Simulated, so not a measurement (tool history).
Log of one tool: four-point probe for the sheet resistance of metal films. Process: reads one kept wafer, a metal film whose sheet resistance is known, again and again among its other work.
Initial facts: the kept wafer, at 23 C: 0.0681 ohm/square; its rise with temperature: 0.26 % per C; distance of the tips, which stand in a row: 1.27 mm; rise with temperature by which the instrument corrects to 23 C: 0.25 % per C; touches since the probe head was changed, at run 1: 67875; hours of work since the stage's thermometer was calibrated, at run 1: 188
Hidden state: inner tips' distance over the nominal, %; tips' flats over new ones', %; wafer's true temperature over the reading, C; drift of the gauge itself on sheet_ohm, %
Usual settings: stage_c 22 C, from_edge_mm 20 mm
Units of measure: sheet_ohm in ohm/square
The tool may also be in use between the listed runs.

| run | hour | stage_c | from_edge_mm | touches since the probe head was changed | hours of work since the stage's thermometer was calibrated | sheet_ohm |
|---|---|---|---|---|---|---|
| 1 | 0 | 22 | 20 | 67875 | 188 | 0.069097 |
| 2 | 26.7 | 22 | 20 | 69600 | 208 | 0.069104 |
| 3 | 62.7 | 22 | 20 | 71922 | 235 | 0.069113 |
| 4 | 101.3 | 22 | 4 | 74416 | 263 | 0.072478 |
| 5 | 143.3 | 22 | 4 | 77127 | 294 | 0.07254 |
| 6 | 186.4 | 21 | 20 | 79912 | 326 | 0.069113 |
| 7 | 222.4 | 29 | 20 | 82235 | 353 | 0.069146 |
| 8 | 281.9 | 29 | 20 | 86077 | 397 | 0.06915 |
| 9 | 325.3 | 29 | 20 | 88876 | 429 | 0.06918 |
| 10 | 365.3 | 29 | 20 | 91464 | 458 | 0.069171 |
| 11 | 419.1 | 29 | 20 | 94937 | 498 | 0.069223 |
| 12 | 443.6 | 29 | 20 | 96519 | 516 | 0.06921 |
| 13 | 487.9 | 22 | 10 | 99380 | 549 | 0.069662 |
| 14 | 528.2 | 19 | 37 | 101977 | 578 | 0.069109 |
| 15 | 584.8 | 19 | 37 | 105631 | 620 | 0.069142 |
| 16 | 625 | 19 | 32 | 108229 | 650 | 0.069134 |
| 17 | 662.9 | 19 | 32 | 110679 | 678 | 0.069124 |
| 18 | 693.4 | 19 | 32 | 112645 | 700 | 0.069156 |
| 19 | 751.5 | 22 | 5 | 116400 | 743 | 0.071428 |
| 20 | 798.2 | 23 | 20 | 119414 | 778 | 0.06928 |
| 21 | 836.1 | 32 | 37 | 121858 | 806 | 0.069174 |

Run 22, settings as shown, results not yet in. Your forecast:
| 22 | 873.2 | 25 | 5 | 124255 | 833 | ? |

{"run 22": {"sheet_ohm": 0.071462}}
The same run, on a tool lacking any hidden state, would have yielded sheet_ohm 0.070395 ohm/square.
